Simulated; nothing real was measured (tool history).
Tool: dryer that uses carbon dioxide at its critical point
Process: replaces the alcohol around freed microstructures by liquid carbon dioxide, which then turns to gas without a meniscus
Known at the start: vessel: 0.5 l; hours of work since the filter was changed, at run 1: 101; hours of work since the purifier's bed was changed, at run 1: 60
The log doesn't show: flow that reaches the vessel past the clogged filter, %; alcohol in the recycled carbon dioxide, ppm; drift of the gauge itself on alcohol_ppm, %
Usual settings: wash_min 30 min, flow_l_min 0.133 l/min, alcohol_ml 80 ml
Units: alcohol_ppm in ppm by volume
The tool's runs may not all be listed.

run,hour,wash_min,flow_l_min,alcohol_ml,hours of work since the filter was changed,hours of work since the purifier's bed was changed,alcohol_ppm
1,0,30,0.133,80,101,60,161
2,27.1,30,0.133,22,114,73,57
3,76.1,30,0.133,22,139,98,64
4,120.8,36,0.133,80,161,121,70
5,152.3,36,0.133,80,177,137,83
6,198.6,30,0.115,80,201,160,513
7,224.3,30,0.133,80,214,173,243
8,269.4,26,0.117,27,236,196,386
# hour 310.4: inlet filter changed
9,318.1,26,0.117,27,4,220,252
10,346.1,47,0.087,27,18,234,80
11,378.7,20,0.087,49,34,250,4198

Forecast run 12:
12,401.3,20,0.084,49,46,262,?

alcohol_ppm: 4798 ppm by volume
Without the tool's hidden state the same run would have given alcohol_ppm 4471 ppm by volume.
